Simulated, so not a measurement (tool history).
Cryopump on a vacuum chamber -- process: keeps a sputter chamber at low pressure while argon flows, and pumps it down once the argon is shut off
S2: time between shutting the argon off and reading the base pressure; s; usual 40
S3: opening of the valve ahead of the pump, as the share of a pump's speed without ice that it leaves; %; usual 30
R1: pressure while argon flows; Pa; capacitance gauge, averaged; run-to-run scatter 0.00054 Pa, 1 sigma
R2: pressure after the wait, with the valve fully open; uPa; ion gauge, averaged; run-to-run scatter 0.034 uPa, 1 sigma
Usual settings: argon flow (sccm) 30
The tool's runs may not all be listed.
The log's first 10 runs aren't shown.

Run 11, hour 318.7: usual settings. Result: R1 0.0827 Pa, R2 2.1 uPa.
Run 12, hour 351.3: usual settings. Result: R1 0.0817 Pa, R2 2.17 uPa.
Run 13, hour 373.6: usual settings but argon flow (sccm) 44. Result: R1 0.1209 Pa, R2 2.11 uPa.
Run 14, hour 399.8: usual settings but S2 45 s. Result: R1 0.0822 Pa, R2 1.94 uPa.
Run 15, hour 427.2: usual settings but S2 45 s. Result: R1 0.0827 Pa, R2 2.01 uPa.
Run 16, hour 456.8: usual settings. Result: R1 0.0828 Pa, R2 2.16 uPa.
Run 17, hour 493: usual settings but S2 45 s. Result: R1 0.0832 Pa, R2 1.99 uPa.
Run 18, hour 526.4: usual settings but S2 45 s. Result: R1 0.0823 Pa, R2 1.99 uPa.
Run 19, hour 564.8: usual settings but S2 45 s. Result: R1 0.0819 Pa, R2 2.06 uPa.
Run 20, hour 601.2: usual settings but argon flow (sccm) 24, S2 60 s, S3 37 %. Result: R1 0.055 Pa, R2 1.6 uPa.
Run 21, hour 632.2: usual settings but argon flow (sccm) 42, S2 220 s. Result: R1 0.1176 Pa, R2 0.83 uPa.
Run 22, hour 675.6: usual settings but argon flow (sccm) 42, S2 220 s. Result: R1 0.1178 Pa, R2 0.81 uPa.
Run 23, hour 699: usual settings but S3 25 %. Result: R1 0.1002 Pa, R2 2.17 uPa.
Run 24, hour 723.2: usual settings but argon flow (sccm) 57, S2 22 s, S3 50 %. Result: R1 0.1005 Pa, R2 3.69 uPa.
Run 25, hour 768.1: usual settings but argon flow (sccm) 36, S2 58 s, S3 16 %. Result: R1 0.1809 Pa, R2 1.7 uPa.
Run 26, hour 792.9: usual settings but argon flow (sccm) 27, S2 60 s, S3 49 %. Result: R1 0.0493 Pa, R2 1.69 uPa.
Run 27, hour 824.3: usual settings but argon flow (sccm) 14, S2 60 s, S3 49 %. Result: R1 0.0259 Pa, R2 1.66 uPa.
Run 28, hour 845.9: usual settings but argon flow (sccm) 28, S2 84 s, S3 49 %. Result: R1 0.0501 Pa, R2 1.37 uPa.
Run 29, hour 884.9: usual settings but argon flow (sccm) 28, S2 26 s, S3 24 %. Result: R1 0.0967 Pa, R2 3.2 uPa.
Run 30, hour 918.3: usual settings but argon flow (sccm) 28, S2 26 s, S3 24 %. Result: R1 0.0965 Pa, R2 3.06 uPa.
Run 31, hour 944.1: usual settings but argon flow (sccm) 28, S2 26 s, S3 24 %. Result: R1 0.0976 Pa, R2 3.16 uPa.
Run 32, hour 977.2: usual settings but argon flow (sccm) 23, S2 228 s, S3 22 %. Result: R1 0.0869 Pa, R2 0.83 uPa.
At hour 1000.6: pump warmed up, emptied and cooled again.
Run 33, hour 1026.9: usual settings but S2 265 s. Result: R1 0.0776 Pa, R2 0.72 uPa.
Run 34, hour 1055.8: usual settings but S2 265 s. Result: R1 0.0775 Pa, R2 0.72 uPa.

Each row is a separate what-if for the run after 34, all from the same tool condition, not one after another. Results?
Run A, hour 1092.7: usual settings but argon flow (sccm) 56. Result: R1 ?, R2 ?.
Run B, hour 1092.7: usual settings but argon flow (sccm) 31, S2 174 s, S3 39 %. Result: R1 ?, R2 ?.
Run C, hour 1092.7: usual settings but argon flow (sccm) 21, S2 265 s. Result: R1 ?, R2 ?.

run      R1    R2
  A  0.1456  2.17
  B  0.0626  0.91
  C  0.0549  0.73
Stripped of hidden state, with their random variation kept, the same runs would have yielded:
run      R1    R2
  A  0.1442  1.85
  B  0.0618  0.58
  C  0.0544   0.4
